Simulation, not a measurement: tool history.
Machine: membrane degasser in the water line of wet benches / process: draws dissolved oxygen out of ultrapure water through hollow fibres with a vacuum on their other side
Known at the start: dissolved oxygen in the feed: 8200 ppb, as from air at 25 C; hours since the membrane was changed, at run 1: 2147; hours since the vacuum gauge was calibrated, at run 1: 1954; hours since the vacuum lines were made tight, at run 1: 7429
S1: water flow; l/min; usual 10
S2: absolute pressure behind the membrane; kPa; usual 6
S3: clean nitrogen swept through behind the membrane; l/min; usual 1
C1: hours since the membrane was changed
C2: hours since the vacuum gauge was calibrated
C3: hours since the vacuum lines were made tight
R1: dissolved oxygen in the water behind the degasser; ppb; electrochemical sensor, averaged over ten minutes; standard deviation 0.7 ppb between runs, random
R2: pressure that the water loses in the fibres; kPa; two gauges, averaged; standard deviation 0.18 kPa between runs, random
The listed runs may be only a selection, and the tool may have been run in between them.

run	hour	S1	S2	S3	C1	C2	C3	R1	R2
1	0	10	6	1	2147	1954	7429	73.1	35.16
2	127.6	10	6	1	2274	2081	7557	74.6	35.29
3	236.1	10	6	1	2383	2190	7665	73.9	35.41
4	341.5	10	6	1	2488	2295	7771	73.6	35.14
5	483.3	10	6	1	2630	2437	7913	74.1	35.35
6	597	10	12.1	1	2744	2551	8026	214.2	35.31
7	663.5	10	11.17	1	2810	2617	8093	193.8	34.86
# hour 744.9: seals of the vacuum lines changed
8	811.9	10	11.17	1	2957	2764	67	194	34.94
9	898.7	10	6	1	3044	2851	154	73.2	35.34
10	998.2	10	6	1	3143	2950	253	72.5	35.04
11	1133.8	10	6	1	3279	3086	389	74.2	35.03
12	1241.6	10	6	1	3387	3194	497	74.7	35.37
13	1380.9	10	6	1	3526	3333	636	74.4	35.3
14	1469	10	7.83	1	3614	3421	724	116.8	35.49
15	1561.6	10	7.83	1	3706	3513	817	115.9	35.23
16	1642.3	10	7.83	1	3787	3594	897	116.9	35.78
17	1748.5	10	12.52	2.47	3893	3700	1004	99.2	35.38
18	1857.5	10	12.52	2.47	4002	3809	1113	99.5	35.59
19	1947.4	10	12.52	2.47	4092	3899	1203	99.9	35.66
20	2045.2	10	8.55	2.03	4190	3997	1300	73.4	35.04
21	2148	14	6	0.59	4293	4100	1403	160.1	49.7
22	2280.1	14	6	0.59	4425	4232	1535	161.2	49.43
23	2365.5	10	7.65	1	4510	4317	1621	111	35.54
24	2493.5	6	8.43	2.14	4638	4445	1749	38.3	21.04
25	2586.7	7	4.58	1.95	4732	4539	1842	15.6	24.67
26	2720.8	10	11.59	1.03	4866	4673	1976	199.1	35.28
27	2828.2	10	4.58	0.62	4973	4780	2083	58.7	35.17
28	2919.2	7	4.32	0.91	5064	4871	2174	24.3	24.66
29	2999.5	10	9.46	0.99	5144	4951	2255	156	35.5
30	3088.7	11	3.74	0.62	5234	5041	2344	31.3	38.83
31	3204.7	11	12.25	2.11	5350	5157	2460	122.9	38.92
32	3326.9	11	12.25	2.11	5472	5279	2582	124.4	39.04

Consider 3 possible next runs. They are alternatives, not a sequence: every one starts from the tool as it was left by run 32. What does each give?
A	3401.8	6	12.25	1.6	5547	5354	2657	?	?
B	3401.8	15	5.79	2.11	5547	5354	2657	?	?
C	3401.8	8	4.29	1	5547	5354	2657	?	?

run	R1	R2
A	84.7	20.95
B	63.9	52.94
C	24.6	28.53
Had the tool no hidden state, the same runs would have come out as:
run	R1	R2
A	84.6	20.94
B	63.7	52.9
C	24.5	28.51

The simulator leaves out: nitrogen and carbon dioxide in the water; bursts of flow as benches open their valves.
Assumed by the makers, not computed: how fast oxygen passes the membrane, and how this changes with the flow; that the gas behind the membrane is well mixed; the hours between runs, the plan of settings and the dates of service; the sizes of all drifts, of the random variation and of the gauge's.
